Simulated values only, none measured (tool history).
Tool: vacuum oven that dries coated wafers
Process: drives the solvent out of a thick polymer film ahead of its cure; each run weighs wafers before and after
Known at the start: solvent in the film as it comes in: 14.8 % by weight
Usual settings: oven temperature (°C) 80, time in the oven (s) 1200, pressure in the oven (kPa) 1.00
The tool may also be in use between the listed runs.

| run | hour | oven temperature (°C) | time in the oven (s) | pressure in the oven (kPa) | solvent left in the film (%) |
|---|---|---|---|---|---|
| 1 | 0.0 | 80 | 1200 | 1.00 | 2.19 |
| 2 | 43.7 | 80 | 1200 | 1.00 | 2.17 |
| 3 | 118.0 | 80 | 1200 | 1.00 | 2.26 |
| 4 | 208.9 | 80 | 1200 | 1.00 | 2.20 |
| 5 | 278.3 | 80 | 1200 | 1.00 | 2.20 |
| 6 | 334.9 | 80 | 1200 | 1.00 | 2.14 |
| 7 | 403.1 | 80 | 1200 | 1.00 | 2.10 |
| 8 | 480.6 | 80 | 1920 | 1.00 | 1.23 |
| 9 | 525.7 | 80 | 1200 | 1.00 | 2.21 |
| 10 | 608.7 | 80 | 1200 | 1.00 | 2.20 |
| 11 | 700.1 | 89 | 2040 | 2.99 | 1.58 |
| 12 | 749.1 | 89 | 660 | 2.99 | 3.55 |
| 13 | 836.0 | 73 | 1980 | 0.89 | 2.05 |
| 14 | 885.8 | 73 | 1980 | 0.89 | 1.97 |
| 15 | 974.9 | 95 | 1980 | 1.19 | 0.57 |
| 16 | 1048.1 | 95 | 1980 | 1.19 | 0.59 |
| 17 | 1140.1 | 70 | 1020 | 1.00 | 4.92 |
| 18 | 1183.8 | 69 | 1200 | 1.51 | 4.94 |

3 ways to go on from here, each from the tool as it stands after run 18. What would each give?
| A | 1225.0 | 75 | 1200 | 1.00 | ? |
| B | 1225.0 | 69 | 960 | 2.12 | ? |
| C | 1225.0 | 80 | 660 | 2.94 | ? |

| run | solvent left in the film (%) |
|---|---|
| A | 3.13 |
| B | 6.36 |
| C | 5.51 |
Without the tool's hidden state the same runs would have given:
| run | solvent left in the film (%) |
|---|---|
| A | 3.11 |
| B | 6.34 |
| C | 5.49 |
